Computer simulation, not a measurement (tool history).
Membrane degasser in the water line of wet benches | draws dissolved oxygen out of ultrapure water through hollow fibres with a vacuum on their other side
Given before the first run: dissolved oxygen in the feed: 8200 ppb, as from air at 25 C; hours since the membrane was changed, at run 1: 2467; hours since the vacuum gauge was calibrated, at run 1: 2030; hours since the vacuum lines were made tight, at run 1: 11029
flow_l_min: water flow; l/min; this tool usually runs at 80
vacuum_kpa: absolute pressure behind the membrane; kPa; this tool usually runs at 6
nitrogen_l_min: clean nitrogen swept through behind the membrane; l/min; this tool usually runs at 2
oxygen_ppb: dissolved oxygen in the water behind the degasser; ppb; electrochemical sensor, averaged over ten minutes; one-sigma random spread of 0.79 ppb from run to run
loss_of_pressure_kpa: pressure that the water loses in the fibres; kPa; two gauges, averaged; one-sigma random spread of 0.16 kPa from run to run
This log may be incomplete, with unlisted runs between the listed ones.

run	hour	flow_l_min	vacuum_kpa	nitrogen_l_min	hours since the membrane was changed	hours since the vacuum gauge was calibrated	hours since the vacuum lines were made tight	oxygen_ppb	loss_of_pressure_kpa
1	0	80	6	2	2467	2030	11029	222.3	29.98
2	47.7	80	6	2	2514	2078	11077	224.1	30.12
# hour 78.9: seals of the vacuum lines changed
3	118.2	80	6	2	2583	2146	39	223.3	30.37
4	174.6	54	6	2	2639	2203	96	160.7	20.28
5	205.1	54	6	2	2670	2233	126	161.4	20.62
6	242.8	54	6	2	2707	2271	164	160.6	20.76
7	294.3	54	7.52	1.31	2759	2322	215	342.8	20.52
8	357.8	93	6	2	2822	2386	279	250	35.83
9	413.8	106	7.61	0.91	2878	2442	335	711.4	40.85
10	456.1	106	7.61	4.65	2921	2484	377	222	40.77
11	505.4	106	7.61	4.65	2970	2533	427	222.8	40.92
12	560.3	106	7.61	4.65	3025	2588	481	221.4	41.07

Each row is a separate what-if for the run after 12, all from the same tool condition, not one after another. Results?
# hour 579.5: gauge calibrated
A	610.3	80	6.12	1.81	3075	2638	531	?	?
# hour 579.5: gauge calibrated
B	610.3	80	5.16	2	3075	2638	531	?	?
# hour 579.5: gauge calibrated
C	610.3	60	14.19	4.65	3075	2638	531	?	?

run	oxygen_ppb	loss_of_pressure_kpa
A	250.8	30.24
B	157.8	30.13
C	320.1	22.58
With the hidden condition removed and each run's random variation left untouched, the same runs would have given:
run	oxygen_ppb	loss_of_pressure_kpa
A	250.8	30.19
B	157.8	30.08
C	320.1	22.54

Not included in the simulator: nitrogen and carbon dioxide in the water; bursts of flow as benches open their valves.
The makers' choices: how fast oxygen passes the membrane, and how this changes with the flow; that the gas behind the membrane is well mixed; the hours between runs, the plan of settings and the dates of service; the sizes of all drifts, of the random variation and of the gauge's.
